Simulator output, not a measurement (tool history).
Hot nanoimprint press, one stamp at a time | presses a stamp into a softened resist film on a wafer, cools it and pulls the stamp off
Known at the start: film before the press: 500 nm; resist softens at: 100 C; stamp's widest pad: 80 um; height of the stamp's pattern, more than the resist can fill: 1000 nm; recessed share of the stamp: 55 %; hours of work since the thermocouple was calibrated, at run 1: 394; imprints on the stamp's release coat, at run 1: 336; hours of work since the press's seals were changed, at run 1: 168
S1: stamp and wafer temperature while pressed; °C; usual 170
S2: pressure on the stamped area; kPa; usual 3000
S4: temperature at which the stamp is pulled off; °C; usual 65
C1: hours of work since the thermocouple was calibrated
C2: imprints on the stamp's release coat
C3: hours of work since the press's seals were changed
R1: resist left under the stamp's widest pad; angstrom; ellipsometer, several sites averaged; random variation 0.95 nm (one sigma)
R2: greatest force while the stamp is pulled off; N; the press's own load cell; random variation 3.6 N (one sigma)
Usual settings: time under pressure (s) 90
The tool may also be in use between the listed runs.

run 1 hour=0 | S1=170 S2=3000 time_under_pressure_(s)=90 S4=65 | C1=394 C2=336 C3=168 | R1=2293 R2=237
run 2 hour=5.3 | S1=170 S2=3480 time_under_pressure_(s)=90 S4=65 | C1=398 C2=357 C3=171 | R1=2154 R2=236
run 3 hour=9.6 | S1=170 S2=3480 time_under_pressure_(s)=90 S4=65 | C1=400 C2=375 C3=174 | R1=2130 R2=244
run 4 hour=17.7 | S1=170 S2=3480 time_under_pressure_(s)=90 S4=65 | C1=406 C2=409 C3=179 | R1=2129 R2=245
run 5 hour=25 | S1=170 S2=3480 time_under_pressure_(s)=90 S4=65 | C1=410 C2=440 C3=184 | R1=2132 R2=232
run 6 hour=30.7 | S1=170 S2=3000 time_under_pressure_(s)=90 S4=65 | C1=414 C2=463 C3=187 | R1=2312 R2=240
run 7 hour=39.8 | S1=170 S2=3000 time_under_pressure_(s)=90 S4=51 | C1=420 C2=501 C3=193 | R1=2294 R2=286
run 8 hour=47.4 | S1=170 S2=3000 time_under_pressure_(s)=90 S4=51 | C1=425 C2=533 C3=198 | R1=2285 R2=287
-- hour=56.3 stamp cleaned and given a new release coat
run 9 hour=58 | S1=170 S2=3000 time_under_pressure_(s)=90 S4=55 | C1=428 C2=7 C3=201 | R1=2279 R2=248
run 10 hour=62.4 | S1=170 S2=3000 time_under_pressure_(s)=90 S4=55 | C1=430 C2=26 C3=204 | R1=2278 R2=248
run 11 hour=71 | S1=170 S2=3000 time_under_pressure_(s)=90 S4=55 | C1=436 C2=61 C3=209 | R1=2276 R2=251
run 12 hour=81.5 | S1=170 S2=3000 time_under_pressure_(s)=128 S4=53 | C1=443 C2=105 C3=216 | R1=2003 R2=256
-- hour=85.3 plate thermocouple calibrated
run 13 hour=93.9 | S1=180 S2=3000 time_under_pressure_(s)=50 S4=69 | C1=5 C2=144 C3=222 | R1=1749 R2=214
run 14 hour=99.5 | S1=170 S2=3000 time_under_pressure_(s)=90 S4=62 | C1=9 C2=167 C3=226 | R1=2254 R2=230
run 15 hour=106.8 | S1=170 S2=3000 time_under_pressure_(s)=57 S4=65 | C1=14 C2=197 C3=230 | R1=2642 R2=231
run 16 hour=111.3 | S1=178 S2=3310 time_under_pressure_(s)=157 S4=67 | C1=17 C2=216 C3=233 | R1=1135 R2=229
run 17 hour=121 | S1=178 S2=2120 time_under_pressure_(s)=157 S4=62 | C1=23 C2=257 C3=239 | R1=1447 R2=242
run 18 hour=131.3 | S1=165 S2=4210 time_under_pressure_(s)=46 S4=53 | C1=29 C2=300 C3=246 | R1=3047 R2=272
run 19 hour=139.7 | S1=163 S2=3000 time_under_pressure_(s)=90 S4=65 | C1=35 C2=335 C3=251 | R1=3094 R2=236
-- hour=147.9 plate thermocouple calibrated, once more
run 20 hour=150.7 | S1=170 S2=3000 time_under_pressure_(s)=92 S4=53 | C1=2 C2=368 C3=256 | R1=2329 R2=266
run 21 hour=160.3 | S1=165 S2=2060 time_under_pressure_(s)=90 S4=65 | C1=8 C2=408 C3=263 | R1=3406 R2=243

4 ways to go on from here, each from the tool as it stands after run 21. What would each give?
run A hour=165 | S1=159 S2=2260 time_under_pressure_(s)=68 S4=65 | C1=11 C2=427 C3=266 | R1=? R2=?
run B hour=165 | S1=165 S2=1860 time_under_pressure_(s)=149 S4=65 | C1=11 C2=427 C3=266 | R1=? R2=?
run C hour=165 | S1=162 S2=2060 time_under_pressure_(s)=49 S4=53 | C1=11 C2=427 C3=266 | R1=? R2=?
run D hour=165 | S1=169 S2=3000 time_under_pressure_(s)=137 S4=65 | C1=11 C2=427 C3=266 | R1=? R2=?

run=A R1=4190 R2=240
run=B R1=3048 R2=242
run=C R1=4162 R2=276
run=D R1=2093 R2=247
Without the tool's hidden state the same runs would have given:
run=A R1=4203 R2=223
run=B R1=3067 R2=224
run=C R1=4175 R2=256
run=D R1=2102 R2=229

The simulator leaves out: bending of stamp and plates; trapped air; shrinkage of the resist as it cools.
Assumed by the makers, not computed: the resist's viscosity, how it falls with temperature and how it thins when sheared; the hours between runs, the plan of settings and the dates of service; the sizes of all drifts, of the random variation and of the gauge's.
